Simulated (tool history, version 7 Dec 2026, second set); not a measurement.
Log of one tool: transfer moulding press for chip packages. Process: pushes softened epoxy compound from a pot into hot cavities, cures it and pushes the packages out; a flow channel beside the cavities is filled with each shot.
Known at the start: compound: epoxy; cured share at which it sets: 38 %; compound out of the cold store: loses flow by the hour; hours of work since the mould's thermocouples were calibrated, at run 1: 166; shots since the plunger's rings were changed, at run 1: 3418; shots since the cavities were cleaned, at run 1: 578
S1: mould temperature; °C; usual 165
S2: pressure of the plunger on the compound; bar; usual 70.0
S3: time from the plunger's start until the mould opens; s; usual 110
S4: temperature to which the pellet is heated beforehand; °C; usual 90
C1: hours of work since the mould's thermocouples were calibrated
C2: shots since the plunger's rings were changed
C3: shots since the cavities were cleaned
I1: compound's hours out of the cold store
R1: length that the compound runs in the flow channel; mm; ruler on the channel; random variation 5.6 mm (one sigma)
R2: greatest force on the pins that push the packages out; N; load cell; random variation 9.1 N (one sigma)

run 1 day=0.000 | S1=165 S2=70.0 S3=110 S4=90 | C1=166 C2=3418 C3=578 | I1=42.0 | R1=745 R2=415
-- day=0.446 cavities cleaned with cleaning compound and waxed
run 2 day=2.238 | S1=166 S2=70.0 S3=110 S4=90 | C1=205 C2=4086 C3=551 | I1=35.7 | R1=755 R2=407
-- day=2.617 cavities cleaned with cleaning compound and waxed
run 3 day=3.996 | S1=165 S2=70.0 S3=110 S4=90 | C1=235 C2=4608 C3=424 | I1=13.9 | R1=816 R2=446
-- day=4.783 cavities cleaned with cleaning compound and waxed
run 4 day=6.250 | S1=165 S2=63.9 S3=110 S4=90 | C1=274 C2=5281 C3=450 | I1=21.1 | R1=766 R2=437
-- day=6.992 cavities cleaned with cleaning compound and waxed
run 5 day=8.392 | S1=165 S2=63.9 S3=110 S4=90 | C1=311 C2=5920 C3=430 | I1=16.5 | R1=761 R2=431
-- day=9.096 plunger's sealing rings changed
-- day=9.271 cavities cleaned with cleaning compound and waxed
run 6 day=10.142 | S1=165 S2=63.9 S3=110 S4=90 | C1=339 C2=302 C3=267 | I1=33.2 | R1=731 R2=435
-- day=11.442 cavities cleaned with cleaning compound and waxed
-- day=12.446 mould's thermocouples calibrated
run 7 day=12.775 | S1=165 S2=63.9 S3=110 S4=90 | C1=6 C2=1067 C3=385 | I1=38.9 | R1=715 R2=425
-- day=13.738 cavities cleaned with cleaning compound and waxed
run 8 day=14.654 | S1=165 S2=69.9 S3=110 S4=90 | C1=38 C2=1625 C3=281 | I1=36.7 | R1=745 R2=412
-- day=15.879 cavities cleaned with cleaning compound and waxed
run 9 day=17.192 | S1=165 S2=70.0 S3=110 S4=90 | C1=82 C2=2385 C3=402 | I1=10.2 | R1=810 R2=432
-- day=18.004 cavities cleaned with cleaning compound and waxed
run 10 day=18.696 | S1=165 S2=70.0 S3=110 S4=90 | C1=108 C2=2829 C3=213 | I1=8.8 | R1=815 R2=464
-- day=20.167 cavities cleaned with cleaning compound and waxed
run 11 day=20.742 | S1=165 S2=70.0 S3=110 S4=90 | C1=143 C2=3439 C3=178 | I1=9.7 | R1=815 R2=445
-- day=22.350 cavities cleaned with cleaning compound and waxed
run 12 day=22.683 | S1=165 S2=87.8 S3=110 S4=90 | C1=177 C2=4017 C3=103 | I1=41.9 | R1=831 R2=414
-- day=24.533 cavities cleaned with cleaning compound and waxed
run 13 day=24.800 | S1=165 S2=70.0 S3=97 S4=90 | C1=213 C2=4647 C3=81 | I1=22.7 | R1=793 R2=586
run 14 day=26.054 | S1=168 S2=71.9 S3=98 S4=84 | C1=236 C2=5034 C3=468 | I1=39.1 | R1=746 R2=441

The next listed run, before its measurement:
-- day=26.667 cavities cleaned with cleaning compound and waxed
run 15 day=27.900 | S1=166 S2=71.9 S3=105 S4=86 | C1=268 C2=5582 C3=380 | I1=17.9 | R1=? R2=?

{"run 15": {"R1": 805, "R2": 453}}
Without the tool's hidden state the same run would have given R1 805 mm, R2 448 N.

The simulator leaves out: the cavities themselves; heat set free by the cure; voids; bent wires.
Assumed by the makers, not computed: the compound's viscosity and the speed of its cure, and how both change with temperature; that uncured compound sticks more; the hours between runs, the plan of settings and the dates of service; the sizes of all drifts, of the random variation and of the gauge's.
